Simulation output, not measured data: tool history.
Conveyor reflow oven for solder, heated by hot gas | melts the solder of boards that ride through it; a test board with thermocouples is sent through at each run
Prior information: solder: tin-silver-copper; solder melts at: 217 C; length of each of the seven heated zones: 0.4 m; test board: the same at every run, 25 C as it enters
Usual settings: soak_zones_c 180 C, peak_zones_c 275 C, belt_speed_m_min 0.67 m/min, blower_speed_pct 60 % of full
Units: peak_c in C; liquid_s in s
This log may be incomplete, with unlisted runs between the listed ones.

run 1 day=0 | soak_zones_c=180 peak_zones_c=275 belt_speed_m_min=0.67 blower_speed_pct=60 | peak_c=256.2 liquid_s=57.5
run 2 day=0.45 | soak_zones_c=180 peak_zones_c=275 belt_speed_m_min=0.67 blower_speed_pct=60 | peak_c=256.9 liquid_s=56.9
run 3 day=0.646 | soak_zones_c=180 peak_zones_c=275 belt_speed_m_min=0.67 blower_speed_pct=60 | peak_c=256.5 liquid_s=57.3
run 4 day=0.867 | soak_zones_c=180 peak_zones_c=275 belt_speed_m_min=0.67 blower_speed_pct=70 | peak_c=258 liquid_s=59.5
run 5 day=1.062 | soak_zones_c=190 peak_zones_c=275 belt_speed_m_min=0.67 blower_speed_pct=60 | peak_c=258.2 liquid_s=62.6
run 6 day=1.525 | soak_zones_c=190 peak_zones_c=275 belt_speed_m_min=0.67 blower_speed_pct=60 | peak_c=258.4 liquid_s=63.2
run 7 day=1.908 | soak_zones_c=190 peak_zones_c=275 belt_speed_m_min=0.67 blower_speed_pct=60 | peak_c=258.3 liquid_s=62.4
run 8 day=2.304 | soak_zones_c=180 peak_zones_c=275 belt_speed_m_min=0.67 blower_speed_pct=73 | peak_c=258.7 liquid_s=59.7
run 9 day=2.625 | soak_zones_c=180 peak_zones_c=275 belt_speed_m_min=0.67 blower_speed_pct=73 | peak_c=258.6 liquid_s=59.2
run 10 day=2.888 | soak_zones_c=180 peak_zones_c=275 belt_speed_m_min=0.67 blower_speed_pct=60 | peak_c=256.2 liquid_s=57.1
run 11 day=3.221 | soak_zones_c=180 peak_zones_c=269 belt_speed_m_min=0.67 blower_speed_pct=60 | peak_c=251 liquid_s=53.9
-- day=3.446 flux residue cleaned out of gas plates and filters
run 12 day=3.658 | soak_zones_c=180 peak_zones_c=275 belt_speed_m_min=0.67 blower_speed_pct=60 | peak_c=255.4 liquid_s=56.5
run 13 day=4.021 | soak_zones_c=180 peak_zones_c=275 belt_speed_m_min=0.67 blower_speed_pct=60 | peak_c=255.5 liquid_s=57.3
run 14 day=4.3 | soak_zones_c=194 peak_zones_c=279 belt_speed_m_min=0.694 blower_speed_pct=60 | peak_c=260.6 liquid_s=62.9
-- day=4.888 flux residue cleaned out of gas plates and filters, once more
run 15 day=4.958 | soak_zones_c=188 peak_zones_c=289 belt_speed_m_min=0.765 blower_speed_pct=52 | peak_c=264.2 liquid_s=56.2
run 16 day=5.238 | soak_zones_c=188 peak_zones_c=289 belt_speed_m_min=0.765 blower_speed_pct=52 | peak_c=264.4 liquid_s=56.7
run 17 day=5.462 | soak_zones_c=180 peak_zones_c=276 belt_speed_m_min=0.67 blower_speed_pct=58 | peak_c=259.1 liquid_s=58.9
run 18 day=5.854 | soak_zones_c=180 peak_zones_c=263 belt_speed_m_min=0.61 blower_speed_pct=58 | peak_c=249.7 liquid_s=60.2
run 19 day=6.112 | soak_zones_c=180 peak_zones_c=264 belt_speed_m_min=0.67 blower_speed_pct=64 | peak_c=249.8 liquid_s=54.1
run 20 day=6.396 | soak_zones_c=180 peak_zones_c=264 belt_speed_m_min=0.67 blower_speed_pct=64 | peak_c=250.3 liquid_s=53.7
run 21 day=6.846 | soak_zones_c=180 peak_zones_c=264 belt_speed_m_min=0.67 blower_speed_pct=64 | peak_c=249.6 liquid_s=53.6
run 22 day=7.088 | soak_zones_c=180 peak_zones_c=285 belt_speed_m_min=0.67 blower_speed_pct=53 | peak_c=265 liquid_s=62.4
run 23 day=7.496 | soak_zones_c=184 peak_zones_c=275 belt_speed_m_min=0.67 blower_speed_pct=60 | peak_c=259.2 liquid_s=60.4
run 24 day=7.879 | soak_zones_c=184 peak_zones_c=275 belt_speed_m_min=0.684 blower_speed_pct=61 | peak_c=259 liquid_s=59.1
run 25 day=8.238 | soak_zones_c=193 peak_zones_c=275 belt_speed_m_min=0.67 blower_speed_pct=60 | peak_c=260.7 liquid_s=65.3
run 26 day=8.562 | soak_zones_c=193 peak_zones_c=275 belt_speed_m_min=0.557 blower_speed_pct=82 | peak_c=268.7 liquid_s=83.5

3 options for the next run, each taken on its own from the tool as it stands now. Forecast them:
run A day=8.792 | soak_zones_c=184 peak_zones_c=269 belt_speed_m_min=0.67 blower_speed_pct=60 | peak_c=? liquid_s=?
run B day=8.792 | soak_zones_c=193 peak_zones_c=280 belt_speed_m_min=0.778 blower_speed_pct=57 | peak_c=? liquid_s=?
run C day=8.792 | soak_zones_c=193 peak_zones_c=289 belt_speed_m_min=0.67 blower_speed_pct=68 | peak_c=? liquid_s=?

run=A peak_c=253.8 liquid_s=58.4
run=B peak_c=258.9 liquid_s=54.7
run=C peak_c=274.5 liquid_s=71.5
Without the tool's hidden state the same runs would have given:
run=A peak_c=253.7 liquid_s=58.3
run=B peak_c=258.9 liquid_s=54.7
run=C peak_c=274.3 liquid_s=71.4
